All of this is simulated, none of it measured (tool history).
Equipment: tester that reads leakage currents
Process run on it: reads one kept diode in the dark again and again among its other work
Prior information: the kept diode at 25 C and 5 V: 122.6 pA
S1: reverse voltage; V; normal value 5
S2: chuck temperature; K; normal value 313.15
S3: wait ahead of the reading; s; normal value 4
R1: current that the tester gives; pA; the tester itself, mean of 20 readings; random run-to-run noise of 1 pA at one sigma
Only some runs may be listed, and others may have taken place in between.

run 1 hour=0 | S1=5 S2=313.15 S3=4 | R1=359.4
run 2 hour=14.3 | S1=5 S2=313.15 S3=4 | R1=360.36
run 3 hour=31.6 | S1=5 S2=313.15 S3=4 | R1=357.5
run 4 hour=56 | S1=5 S2=313.15 S3=4 | R1=358.35
run 5 hour=76 | S1=5 S2=313.15 S3=4 | R1=360.47
-- hour=91.1 chuck's temperature calibrated
run 6 hour=104.9 | S1=5 S2=313.15 S3=4 | R1=350.37
run 7 hour=137.8 | S1=17.26 S2=313.15 S3=4 | R1=629.64
run 8 hour=156.6 | S1=17.26 S2=313.15 S3=4 | R1=631.65
run 9 hour=183.4 | S1=5 S2=313.15 S3=4 | R1=350.48
-- hour=201.4 chuck's temperature calibrated, once more
run 10 hour=215.2 | S1=5 S2=313.15 S3=4 | R1=390.35
run 11 hour=228.9 | S1=5 S2=307.15 S3=4 | R1=254.52
run 12 hour=252.7 | S1=5 S2=313.15 S3=4 | R1=390.67
run 13 hour=284.2 | S1=5 S2=313.15 S3=0.87 | R1=390.28
run 14 hour=312.2 | S1=5 S2=333.15 S3=0.83 | R1=1485.26
run 15 hour=344.8 | S1=5 S2=333.15 S3=0.83 | R1=1487.62
run 16 hour=359.4 | S1=2.11 S2=313.15 S3=4 | R1=260.32
run 17 hour=386.2 | S1=1.11 S2=313.15 S3=1.67 | R1=193.38
run 18 hour=411.6 | S1=1.11 S2=306.15 S3=1.67 | R1=116.14
run 19 hour=442.6 | S1=3.61 S2=325.15 S3=6.68 | R1=756.77
run 20 hour=464.6 | S1=17.65 S2=312.15 S3=0.52 | R1=664.89
run 21 hour=483.3 | S1=17.65 S2=304.15 S3=0.52 | R1=385.41
run 22 hour=514.3 | S1=17.65 S2=304.15 S3=0.52 | R1=384.52
run 23 hour=542 | S1=19.07 S2=299.15 S3=0.71 | R1=282.24
run 24 hour=555.7 | S1=7.21 S2=301.15 S3=1.11 | R1=197.51

Had the tool no unlogged condition, and each run kept its random variation, what would the results have been?
The hidden state here: stray current of the dirty probe card, pA a volt; current scale over the true one, %; true chuck temperature over the reading, C; drift of the gauge itself on leakage_pa, %.
run=1 R1=380.98
run=2 R1=382.11
run=3 R1=379.21
run=4 R1=380.29
run=5 R1=382.69
run=6 R1=380.93
run=7 R1=671.29
run=8 R1=673.61
run=9 R1=381.62
run=10 R1=381.86
run=11 R1=246.41
run=12 R1=382.47
run=13 R1=382.34
run=14 R1=1477.06
run=15 R1=1480.42
run=16 R1=257.33
run=17 R1=191.99
run=18 R1=114.7
run=19 R1=753.12
run=20 R1=638.98
run=21 R1=358.48
run=22 R1=357.75
run=23 R1=252.6
run=24 R1=186.84
